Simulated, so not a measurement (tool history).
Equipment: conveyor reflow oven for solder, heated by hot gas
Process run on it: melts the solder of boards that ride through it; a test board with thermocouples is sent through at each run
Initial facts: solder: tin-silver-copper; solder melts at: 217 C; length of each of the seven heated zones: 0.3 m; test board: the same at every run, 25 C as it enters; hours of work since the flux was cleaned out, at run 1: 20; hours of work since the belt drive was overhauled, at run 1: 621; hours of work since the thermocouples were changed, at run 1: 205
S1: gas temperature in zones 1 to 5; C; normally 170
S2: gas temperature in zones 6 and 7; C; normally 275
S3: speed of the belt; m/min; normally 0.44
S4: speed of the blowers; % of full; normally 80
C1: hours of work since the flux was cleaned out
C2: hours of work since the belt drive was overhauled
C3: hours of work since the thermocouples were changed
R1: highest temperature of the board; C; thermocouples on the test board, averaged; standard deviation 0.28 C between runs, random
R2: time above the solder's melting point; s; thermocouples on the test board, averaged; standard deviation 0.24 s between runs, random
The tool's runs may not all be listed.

run 1 hour=0 | S1=170 S2=275 S3=0.44 S4=80 | C1=20 C2=621 C3=205 | R1=257.5 R2=63.3
run 2 hour=38.6 | S1=170 S2=285 S3=0.44 S4=80 | C1=37 C2=638 C3=222 | R1=266.3 R2=68
run 3 hour=84.8 | S1=170 S2=263 S3=0.44 S4=80 | C1=58 C2=658 C3=243 | R1=247.2 R2=55.6
run 4 hour=112.7 | S1=170 S2=263 S3=0.44 S4=80 | C1=70 C2=670 C3=255 | R1=247.3 R2=55.4
run 5 hour=137.2 | S1=170 S2=275 S3=0.44 S4=80 | C1=81 C2=681 C3=266 | R1=257.7 R2=63.2
run 6 hour=184.8 | S1=170 S2=275 S3=0.44 S4=80 | C1=102 C2=702 C3=287 | R1=257.2 R2=62.8
run 7 hour=212.7 | S1=170 S2=278 S3=0.44 S4=51 | C1=114 C2=715 C3=299 | R1=252.9 R2=58.2

For run 8, what comes out?
run 8 hour=242.5 | S1=170 S2=278 S3=0.44 S4=51 | C1=128 C2=728 C3=312 | R1=? R2=?

R1: 252.5 C
R2: 58.2 s
With the hidden condition absent and the run-to-run variation left alone, this run would have shown R1 252.6 C, R2 58.2 s.

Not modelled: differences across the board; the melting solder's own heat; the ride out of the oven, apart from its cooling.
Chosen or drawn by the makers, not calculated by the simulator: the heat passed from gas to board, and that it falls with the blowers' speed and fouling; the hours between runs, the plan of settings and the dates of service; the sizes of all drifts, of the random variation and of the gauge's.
